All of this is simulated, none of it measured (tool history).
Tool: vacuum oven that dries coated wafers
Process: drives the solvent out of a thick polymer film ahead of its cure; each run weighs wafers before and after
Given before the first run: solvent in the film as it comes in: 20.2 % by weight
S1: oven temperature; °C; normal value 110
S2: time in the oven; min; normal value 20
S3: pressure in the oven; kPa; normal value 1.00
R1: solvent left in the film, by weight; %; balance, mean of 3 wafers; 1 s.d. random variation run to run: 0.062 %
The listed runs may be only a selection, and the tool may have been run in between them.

run 1 hour=0.0 | S1=110 S2=20 S3=1.00 | R1=4.54
run 2 hour=40.4 | S1=110 S2=20 S3=1.00 | R1=4.42
run 3 hour=85.3 | S1=110 S2=20 S3=1.00 | R1=4.55
run 4 hour=136.0 | S1=110 S2=20 S3=0.73 | R1=3.99
run 5 hour=175.1 | S1=110 S2=20 S3=0.73 | R1=3.97
run 6 hour=234.3 | S1=110 S2=36 S3=0.73 | R1=2.98
run 7 hour=279.0 | S1=110 S2=36 S3=0.73 | R1=3.01
run 8 hour=329.1 | S1=110 S2=33 S3=0.73 | R1=3.12
run 9 hour=370.0 | S1=110 S2=33 S3=0.73 | R1=3.17
run 10 hour=421.6 | S1=110 S2=20 S3=0.99 | R1=4.49
run 11 hour=466.3 | S1=110 S2=20 S3=0.99 | R1=4.56
run 12 hour=515.6 | S1=100 S2=20 S3=1.00 | R1=7.23
run 13 hour=573.9 | S1=100 S2=20 S3=1.00 | R1=7.39
run 14 hour=633.5 | S1=100 S2=21 S3=1.00 | R1=7.06
-- hour=639.3 vacuum gauge cleaned of residue and calibrated
run 15 hour=685.6 | S1=100 S2=21 S3=1.00 | R1=7.79
run 16 hour=712.3 | S1=110 S2=20 S3=3.91 | R1=11.29
run 17 hour=744.7 | S1=110 S2=20 S3=3.91 | R1=11.47
run 18 hour=795.0 | S1=110 S2=20 S3=3.91 | R1=11.47
run 19 hour=835.4 | S1=110 S2=20 S3=3.91 | R1=11.48
run 20 hour=890.5 | S1=110 S2=20 S3=1.00 | R1=5.27
-- hour=911.1 vacuum gauge cleaned of residue and calibrated, once more
run 21 hour=934.4 | S1=110 S2=20 S3=1.00 | R1=3.36
run 22 hour=985.4 | S1=110 S2=17 S3=1.00 | R1=3.93
run 23 hour=1034.9 | S1=110 S2=17 S3=1.00 | R1=3.65
run 24 hour=1060.0 | S1=102 S2=21 S3=0.67 | R1=4.01
run 25 hour=1114.2 | S1=102 S2=21 S3=0.67 | R1=3.94
run 26 hour=1153.7 | S1=104 S2=34 S3=1.73 | R1=5.19
run 27 hour=1183.0 | S1=104 S2=34 S3=1.73 | R1=5.23
run 28 hour=1239.4 | S1=116 S2=20 S3=0.68 | R1=1.92
run 29 hour=1271.6 | S1=111 S2=11 S3=0.74 | R1=5.05
run 30 hour=1299.5 | S1=107 S2=27 S3=0.74 | R1=2.57
run 31 hour=1345.4 | S1=107 S2=10 S3=1.31 | R1=7.53
run 32 hour=1400.6 | S1=98 S2=12 S3=1.53 | R1=9.85
run 33 hour=1459.8 | S1=98 S2=12 S3=1.53 | R1=9.63
run 34 hour=1516.9 | S1=101 S2=12 S3=1.26 | R1=8.39
run 35 hour=1554.9 | S1=108 S2=12 S3=1.69 | R1=7.17
run 36 hour=1579.7 | S1=120 S2=20 S3=2.62 | R1=4.55
run 37 hour=1624.4 | S1=122 S2=15 S3=0.50 | R1=1.72
run 38 hour=1669.9 | S1=97 S2=16 S3=0.50 | R1=6.02
run 39 hour=1723.7 | S1=101 S2=20 S3=0.60 | R1=4.40
run 40 hour=1751.7 | S1=101 S2=26 S3=0.60 | R1=3.42
run 41 hour=1803.7 | S1=99 S2=13 S3=1.54 | R1=9.03
run 42 hour=1834.1 | S1=113 S2=13 S3=3.73 | R1=8.87
run 43 hour=1859.3 | S1=119 S2=23 S3=1.00 | R1=2.09
run 44 hour=1898.6 | S1=119 S2=23 S3=1.00 | R1=2.10

3 ways to go on from here, each from the tool as it stands after run 44. What would each give?
run A hour=1931.5 | S1=111 S2=11 S3=3.84 | R1=?
run B hour=1931.5 | S1=118 S2=23 S3=1.30 | R1=?
run C hour=1931.5 | S1=110 S2=20 S3=3.36 | R1=?

run=A R1=10.55
run=B R1=2.74
run=C R1=8.17
Without the tool's unlogged condition, the same runs would have read:
run=A R1=11.22
run=B R1=2.72
run=C R1=8.66
